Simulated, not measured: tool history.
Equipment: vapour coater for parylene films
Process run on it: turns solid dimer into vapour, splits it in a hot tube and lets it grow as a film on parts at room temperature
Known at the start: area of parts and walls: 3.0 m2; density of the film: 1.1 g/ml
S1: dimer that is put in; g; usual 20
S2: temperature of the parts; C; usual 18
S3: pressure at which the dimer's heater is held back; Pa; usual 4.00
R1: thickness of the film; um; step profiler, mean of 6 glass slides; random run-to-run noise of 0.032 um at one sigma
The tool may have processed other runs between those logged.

run   hour  S1  S2    S3    R1
  1    0.0  20  18  4.00  4.70
  2    8.3  20  15  4.00  4.97
  3   18.8  20  18  7.80  4.26
  4   33.4  20  18  4.00  4.61
  5   41.4  20  18  4.00  4.70
  6   50.9  20  18  7.38  4.29
  7   62.1  20  18  7.38  4.31
  8   71.0  20  18  7.38  4.24
      73.2  -- table's thermometer calibrated
  9   78.1  20  18  6.60  4.30
 10   91.9  20  18  3.86  4.72
 11  102.6  12  18  4.00  2.79
 12  115.7  12  18  6.21  2.58
 13  122.2  20  10  2.50  5.70
 14  136.9  20  19  4.35  4.46
 15  147.8  23  18  4.00  5.32
 16  154.5  23  18  4.00  5.20
     164.0  -- table's thermometer calibrated, once more
 17  168.3  10  17  2.02  2.61
 18  180.4  15  18  8.58  3.12
 19  189.0  30  12  4.00  7.75

Predict each of these 3 candidate next runs independently; none follows another, all start after run 19:
  A  197.3  20  18  3.08   ?
  B  197.3  19  12  2.02   ?
  C  197.3  18  11  4.00   ?

run    R1
  A  4.78
  B  5.39
  C  4.73
Had the tool no hidden state, the same runs would have come out as:
run    R1
  A  4.92
  B  5.54
  C  4.87

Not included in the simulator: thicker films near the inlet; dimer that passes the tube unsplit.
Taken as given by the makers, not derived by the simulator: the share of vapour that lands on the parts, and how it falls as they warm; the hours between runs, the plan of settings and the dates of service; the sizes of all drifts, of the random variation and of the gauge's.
